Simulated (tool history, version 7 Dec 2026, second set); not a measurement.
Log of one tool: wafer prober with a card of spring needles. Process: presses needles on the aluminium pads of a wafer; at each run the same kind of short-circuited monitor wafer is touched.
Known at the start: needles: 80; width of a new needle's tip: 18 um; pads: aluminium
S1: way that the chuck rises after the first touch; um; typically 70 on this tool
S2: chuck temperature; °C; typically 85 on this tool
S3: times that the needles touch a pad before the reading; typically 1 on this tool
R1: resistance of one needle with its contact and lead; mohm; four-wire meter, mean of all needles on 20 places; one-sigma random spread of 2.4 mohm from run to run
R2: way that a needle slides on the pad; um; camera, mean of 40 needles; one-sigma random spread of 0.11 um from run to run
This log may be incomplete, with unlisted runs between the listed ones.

Run 1, day 0: usual settings. Result: R1 298 mohm, R2 11.57 um.
At day 1.033: tips cleaned on abrasive film.
Run 2, day 1.2: usual settings. Result: R1 474 mohm, R2 11.42 um.
At day 2.133: tips cleaned on abrasive film.
Run 3, day 2.742: usual settings but S2 96 °C. Result: R1 683 mohm, R2 11.68 um.
At day 3.121: tips cleaned on abrasive film.
Run 4, day 4.058: usual settings but S2 96 °C. Result: R1 781 mohm, R2 11.55 um.
At day 4.142: tips cleaned on abrasive film.
At day 5.129: tips cleaned on abrasive film.
Run 5, day 5.246: usual settings but S2 96 °C. Result: R1 429 mohm, R2 11.51 um.
At day 6.117: tips cleaned on abrasive film.
Run 6, day 6.342: usual settings but S2 96 °C, S3 3. Result: R1 356 mohm, R2 11.54 um.
At day 7.117: tips cleaned on abrasive film.
Run 7, day 7.788: usual settings but S2 96 °C, S3 3. Result: R1 432 mohm, R2 11.6 um.
At day 8.1: tips cleaned on abrasive film.
Run 8, day 8.792: usual settings. Result: R1 734 mohm, R2 11.42 um.
At day 9.129: tips cleaned on abrasive film.
At day 10.088: tips cleaned on abrasive film.
Run 9, day 10.088: usual settings. Result: R1 321 mohm, R2 11.7 um.
Run 10, day 11.017: usual settings but S2 102 °C. Result: R1 788 mohm, R2 11.25 um.
At day 11.171: tips cleaned on abrasive film.
At day 12.125: tips cleaned on abrasive film.
Run 11, day 12.662: usual settings but S2 102 °C. Result: R1 714 mohm, R2 11.45 um.

Run 12, settings as shown, results not yet in. Your forecast:
At day 13.125: tips cleaned on abrasive film.
Run 12, day 13.533: usual settings but S2 39 °C. Result: R1 ?, R2 ?.

R1: 630 mohm
R2: 11.22 um
Had the tool carried no hidden state, the very same run would have given R1 255 mohm, R2 11.38 um.

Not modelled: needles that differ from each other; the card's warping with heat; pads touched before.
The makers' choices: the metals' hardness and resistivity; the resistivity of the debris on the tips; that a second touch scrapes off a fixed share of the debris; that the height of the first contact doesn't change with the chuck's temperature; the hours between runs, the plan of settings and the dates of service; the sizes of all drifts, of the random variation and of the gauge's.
